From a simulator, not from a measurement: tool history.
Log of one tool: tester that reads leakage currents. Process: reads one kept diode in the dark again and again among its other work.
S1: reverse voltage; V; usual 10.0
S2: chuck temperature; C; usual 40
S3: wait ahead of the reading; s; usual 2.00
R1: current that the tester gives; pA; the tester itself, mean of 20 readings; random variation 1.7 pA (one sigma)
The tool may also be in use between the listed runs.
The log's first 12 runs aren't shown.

| run | hour | S1 | S2 | S3 | R1 |
|---|---|---|---|---|---|
| 13 | 542.9 | 10.0 | 40 | 1.95 | 521.31 |
| 14 | 588.6 | 10.0 | 40 | 1.95 | 520.94 |
| 15 | 635.6 | 1.1 | 40 | 2.00 | 147.35 |
| 16 | 673.9 | 1.1 | 40 | 2.00 | 147.80 |
| 17 | 723.4 | 10.0 | 24 | 2.00 | 150.08 |
| 18 | 771.1 | 10.0 | 24 | 2.00 | 149.48 |
| 19 | 799.4 | 10.0 | 24 | 2.00 | 149.72 |
| 20 | 853.2 | 10.0 | 24 | 2.00 | 149.41 |
| 21 | 916.7 | 10.0 | 40 | 0.72 | 517.51 |
| 22 | 963.3 | 10.0 | 58 | 5.93 | 1825.43 |
| 23 | 1013.3 | 10.0 | 58 | 5.93 | 1819.94 |
| 24 | 1066.7 | 18.7 | 56 | 5.93 | 2253.75 |
| 25 | 1106.0 | 9.3 | 56 | 1.12 | 1524.93 |
| 26 | 1136.0 | 5.1 | 40 | 4.95 | 346.29 |
| 27 | 1169.1 | 5.1 | 40 | 4.95 | 347.41 |
| 28 | 1206.1 | 5.1 | 40 | 4.95 | 345.93 |
| 29 | 1247.6 | 1.1 | 40 | 4.95 | 144.81 |
| 30 | 1293.8 | 6.8 | 46 | 4.95 | 626.74 |
| 31 | 1333.7 | 16.0 | 40 | 2.00 | 661.22 |
| 32 | 1383.9 | 12.6 | 40 | 2.40 | 577.54 |
| 33 | 1435.9 | 2.1 | 50 | 2.00 | 425.41 |
| 34 | 1471.6 | 2.1 | 50 | 2.00 | 426.00 |
| 35 | 1524.0 | 2.1 | 50 | 2.00 | 423.03 |
| 36 | 1578.8 | 1.1 | 40 | 2.00 | 142.81 |
| 37 | 1639.0 | 1.1 | 40 | 2.00 | 142.68 |

Forecast each of these 3 alternatives for the next run:
| A | 1665.0 | 3.4 | 30 | 4.53 | ? |
| B | 1665.0 | 14.8 | 59 | 7.06 | ? |
| C | 1665.0 | 14.2 | 34 | 0.67 | ? |

| run | R1 |
|---|---|
| A | 125.37 |
| B | 2376.14 |
| C | 395.66 |
Without the tool's hidden state the same runs would have given:
| run | R1 |
|---|---|
| A | 141.00 |
| B | 2635.22 |
| C | 441.81 |
